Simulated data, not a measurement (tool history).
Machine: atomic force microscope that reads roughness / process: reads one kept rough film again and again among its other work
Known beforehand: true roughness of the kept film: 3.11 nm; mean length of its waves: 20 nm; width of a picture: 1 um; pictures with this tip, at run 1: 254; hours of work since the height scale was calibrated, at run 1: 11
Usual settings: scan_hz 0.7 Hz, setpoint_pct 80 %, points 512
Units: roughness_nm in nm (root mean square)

run,hour,scan_hz,setpoint_pct,points,pictures with this tip,hours of work since the height scale was calibrated,roughness_nm
1,0,0.7,80,512,254,11,1.832
2,9.1,0.7,80,512,262,17,1.851
3,20.7,0.7,80,956,273,24,1.83
4,33,0.7,80,956,284,31,1.816
5,42.4,0.7,80,382,293,37,1.788
6,48.3,0.7,84,512,298,40,1.773
7,57,0.7,80,512,306,45,1.783
8,68.1,0.7,80,512,317,52,1.784
9,74.7,0.7,80,512,323,56,1.781
10,86.6,0.7,80,512,334,63,1.763
11,96.2,1.102,80,512,342,69,1.686
12,107.4,0.7,80,512,353,75,1.742
13,120.4,0.7,80,512,365,83,1.724
14,130.8,0.7,80,512,374,89,1.716
# hour 135.3: new tip fitted
15,139.6,0.7,80,450,4,94,2.166
16,147.5,0.7,80,450,11,99,2.152
17,157.2,0.7,80,450,20,105,2.148
18,167,0.7,80,450,29,110,2.128
19,173.1,0.7,80,450,35,114,2.132
20,183.8,0.7,80,450,44,120,2.092
# hour 185.9: height scale calibrated on a step standard
21,190.2,0.7,61,328,49,3,2.188
22,202.7,0.7,70,512,61,10,2.136
23,211.3,0.7,80,294,69,15,2.033
24,218.5,1.242,80,512,75,19,1.954
25,224.5,1.242,80,512,81,23,1.948
26,230.3,1.242,80,512,86,26,1.946
27,242.1,1.242,80,512,97,33,1.932
28,253.7,3.162,67,899,108,40,1.881
# hour 260.2: height scale calibrated on a step standard, once more
29,261.7,0.806,57,386,114,1,2.104
30,267.7,0.626,68,913,120,4,2.088

Forecast each of these 3 alternatives for the next run:
A,273.2,1.37,89,322,125,8,?
B,273.2,1.073,59,327,125,8,?
C,273.2,0.934,70,779,125,8,?

run,roughness_nm
A,1.726
B,2.056
C,2.043
The same runs, with their run-to-run variation unchanged, on a tool lacking any hidden condition would have given:
run,roughness_nm
A,1.889
B,2.249
C,2.236

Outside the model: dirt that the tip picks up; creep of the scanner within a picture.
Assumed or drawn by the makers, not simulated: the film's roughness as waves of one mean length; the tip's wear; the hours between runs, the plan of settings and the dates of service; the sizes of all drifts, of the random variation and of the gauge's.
